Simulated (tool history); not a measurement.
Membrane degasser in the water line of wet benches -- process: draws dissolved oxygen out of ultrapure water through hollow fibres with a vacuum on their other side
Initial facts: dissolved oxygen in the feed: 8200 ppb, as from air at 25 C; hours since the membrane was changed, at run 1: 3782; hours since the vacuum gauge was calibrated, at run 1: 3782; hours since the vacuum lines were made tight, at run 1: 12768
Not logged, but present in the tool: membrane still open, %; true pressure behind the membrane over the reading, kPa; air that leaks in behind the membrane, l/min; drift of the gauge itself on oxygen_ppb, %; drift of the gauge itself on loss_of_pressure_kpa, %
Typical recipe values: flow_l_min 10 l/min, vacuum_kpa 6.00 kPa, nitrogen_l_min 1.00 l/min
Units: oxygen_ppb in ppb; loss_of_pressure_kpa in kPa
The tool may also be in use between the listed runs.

run	day	flow_l_min	vacuum_kpa	nitrogen_l_min	hours since the membrane was changed	hours since the vacuum gauge was calibrated	hours since the vacuum lines were made tight	oxygen_ppb	loss_of_pressure_kpa
1	0.000	10	6.00	1.00	3782	3782	12768	101.8	58.58
2	6.471	10	6.00	1.00	3937	3937	12923	100.1	58.42
3	9.875	14	6.00	1.00	4019	4019	13005	153.2	81.16
4	14.238	14	6.00	2.53	4123	4123	13109	97.2	81.32
5	20.871	14	6.00	2.53	4283	4283	13268	99.1	82.03
6	26.583	14	6.00	2.53	4420	4420	13406	98.0	81.75
7	33.004	14	6.00	2.53	4574	4574	13560	99.1	81.54
8	37.092	14	6.00	2.53	4672	4672	13658	98.6	82.58
9	40.862	14	6.00	2.53	4762	4762	13748	99.5	82.15
10	46.362	14	6.00	2.53	4894	4894	13880	101.6	82.32
11	49.717	10	6.00	1.00	4975	4975	13961	103.5	58.84
12	54.242	10	6.00	1.00	5083	5083	14069	104.6	58.72
13	59.138	10	6.00	0.59	5201	5201	14187	146.0	58.68
14	62.183	10	6.00	0.59	5274	5274	14260	145.9	58.38
15	65.200	10	6.00	2.66	5347	5347	14332	63.2	58.43
16	68.133	10	6.00	2.66	5417	5417	14403	62.1	58.72
# day 71.012: seals of the vacuum lines changed
17	73.500	10	11.39	0.53	5544	5544	60	369.9	58.91
18	78.392	14	10.72	0.70	5661	5661	177	383.0	82.28
19	82.567	14	10.72	0.70	5761	5761	277	390.6	82.24
20	88.433	12	13.06	1.00	5902	5902	418	318.6	70.67
21	91.604	6	5.63	0.51	5978	5978	494	83.9	35.52
22	96.838	10	6.50	0.62	6104	6104	620	161.1	58.78
23	103.304	10	4.93	1.12	6259	6259	775	73.7	59.02
24	108.458	10	4.93	1.12	6383	6383	899	73.4	59.06
25	113.246	10	4.93	1.12	6498	6498	1014	74.6	58.96
26	116.767	6	6.00	1.37	6582	6582	1098	45.1	35.54
27	122.342	12	12.20	0.66	6716	6716	1232	410.1	71.26
28	128.200	12	12.20	0.66	6856	6856	1372	403.0	71.23
29	133.983	12	12.20	0.66	6995	6995	1511	404.7	71.17
30	139.971	10	6.45	1.71	7139	7139	1655	84.3	59.34
31	145.796	10	6.45	1.71	7279	7279	1795	83.4	59.15
32	149.879	10	6.00	0.65	7377	7377	1893	139.7	59.29

3 options for the next run, each taken on its own from the tool as it stands now. Forecast them:
A	154.075	11	8.74	0.93	7477	7477	1993	?	?
B	154.075	15	5.44	1.00	7477	7477	1993	?	?
C	154.075	14	5.26	0.53	7477	7477	1993	?	?

run	oxygen_ppb	loss_of_pressure_kpa
A	196.8	65.15
B	154.6	88.82
C	187.0	82.86
Stripped of hidden state, with their random variation kept, the same runs would have yielded:
run	oxygen_ppb	loss_of_pressure_kpa
A	184.9	63.18
B	138.2	86.14
C	167.6	80.36
